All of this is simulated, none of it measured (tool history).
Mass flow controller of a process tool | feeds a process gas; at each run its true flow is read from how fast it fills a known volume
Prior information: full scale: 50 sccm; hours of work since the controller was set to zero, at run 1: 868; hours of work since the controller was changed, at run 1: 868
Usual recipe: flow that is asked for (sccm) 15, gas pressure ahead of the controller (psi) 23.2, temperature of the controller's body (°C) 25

| run | hour | flow that is asked for (sccm) | gas pressure ahead of the controller (psi) | temperature of the controller's body (°C) | hours of work since the controller was set to zero | hours of work since the controller was changed | true flow (%) |
|---|---|---|---|---|---|---|---|
| 1 | 0 | 15 | 23.2 | 25 | 868 | 868 | 97.12 |
| 2 | 48.7 | 15 | 23.2 | 25 | 883 | 883 | 97.32 |
| 3 | 96.6 | 15 | 23.2 | 23 | 898 | 898 | 97.24 |
| 4 | 174 | 15 | 23.2 | 23 | 922 | 922 | 97.36 |
| 5 | 247.3 | 15 | 23.2 | 23 | 945 | 945 | 97.26 |
| 6 | 318 | 15 | 23.2 | 25 | 967 | 967 | 97.09 |
| 7 | 375.5 | 11 | 23.2 | 25 | 985 | 985 | 96.72 |
| 8 | 439.4 | 11 | 23.2 | 25 | 1005 | 1005 | 96.71 |
| 9 | 517.8 | 11 | 23.2 | 25 | 1030 | 1030 | 96.65 |
| 10 | 571.1 | 11 | 23.2 | 25 | 1047 | 1047 | 96.61 |
| 11 | 635.7 | 15 | 23.2 | 25 | 1067 | 1067 | 97.14 |
| 12 | 691 | 21 | 25.1 | 20 | 1084 | 1084 | 97.78 |
| 13 | 747.4 | 36 | 26.5 | 32 | 1102 | 1102 | 98.2 |
| 14 | 798.3 | 33 | 23.2 | 38 | 1118 | 1118 | 97.56 |
| 15 | 866 | 30 | 23.2 | 27 | 1139 | 1139 | 97.95 |

Run 16, settings as shown, results not yet in. Your forecast:
| 16 | 920.8 | 15 | 28.6 | 35 | 1156 | 1156 | ? |

{"run 16": {"true flow (%)": 96.55}}
Without the tool's hidden state the same run would have given true flow (%) 97.21.
